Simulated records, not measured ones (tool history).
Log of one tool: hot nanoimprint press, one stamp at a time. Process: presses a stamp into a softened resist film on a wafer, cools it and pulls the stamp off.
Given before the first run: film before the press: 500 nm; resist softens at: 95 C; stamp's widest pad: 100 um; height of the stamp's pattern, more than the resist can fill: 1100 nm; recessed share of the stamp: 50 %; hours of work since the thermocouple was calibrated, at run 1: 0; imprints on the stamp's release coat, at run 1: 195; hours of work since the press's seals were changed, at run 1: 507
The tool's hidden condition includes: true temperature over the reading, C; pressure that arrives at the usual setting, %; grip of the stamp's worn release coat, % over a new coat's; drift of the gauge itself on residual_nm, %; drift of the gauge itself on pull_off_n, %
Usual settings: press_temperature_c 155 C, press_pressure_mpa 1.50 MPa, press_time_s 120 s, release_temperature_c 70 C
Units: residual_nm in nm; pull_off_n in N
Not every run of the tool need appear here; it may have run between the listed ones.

run	day	press_temperature_c	press_pressure_mpa	press_time_s	release_temperature_c	hours of work since the thermocouple was calibrated	imprints on the stamp's release coat	hours of work since the press's seals were changed	residual_nm	pull_off_n
1	0.000	155	1.50	120	70	0	195	507	255.9	122
# day 0.721: press's hydraulic seals changed and the load cell set to zero
2	1.683	155	1.77	120	70	23	328	17	240.1	126
3	3.200	155	1.50	120	70	50	477	43	255.0	119
4	4.254	144	1.50	120	70	68	581	61	387.6	125
5	5.308	149	1.50	120	70	86	685	79	328.5	123
6	6.496	149	1.50	120	70	107	802	100	327.7	123
# day 7.262: stamp cleaned and given a new release coat
7	8.454	149	1.50	120	70	136	117	130	330.5	118
8	9.312	149	1.77	120	70	151	201	144	311.7	119
9	11.112	155	1.50	120	70	182	379	176	255.2	121
10	12.454	155	1.50	120	70	206	511	199	255.4	119
11	13.967	155	1.50	120	70	232	660	225	256.2	124
12	15.200	155	1.50	120	70	253	781	246	255.5	121
# day 16.212: stamp cleaned and given a new release coat
13	16.329	155	1.50	120	70	268	11	262	255.6	118
14	17.492	155	1.50	120	70	288	125	282	259.2	121
15	18.250	155	1.50	120	70	302	200	295	257.8	120
16	19.225	155	1.50	120	70	318	296	312	255.2	122
17	20.833	151	2.02	120	70	346	454	340	273.3	126
18	21.996	151	0.97	109	67	366	569	360	353.5	130
19	22.967	151	0.97	173	67	383	665	377	314.0	126
20	24.188	155	2.36	120	70	404	785	398	212.7	123
# day 25.196: stamp cleaned and given a new release coat
21	25.204	158	1.50	88	73	418	1	411	252.3	115
22	26.767	155	1.95	109	62	445	154	438	239.4	131
23	28.471	155	1.01	63	68	474	322	468	356.6	122
24	29.446	155	1.01	63	68	491	418	484	354.1	123

Estimate the outcome of run 25 from the log above:
# day 30.462: plate thermocouple calibrated
25	31.125	155	0.90	211	70	11	571	511	?	?

residual_nm: 252.4 nm
pull_off_n: 121 N
On a tool with no hidden condition, and with the same random variation, this run would have come out at residual_nm 252.3 nm, pull_off_n 120 N.
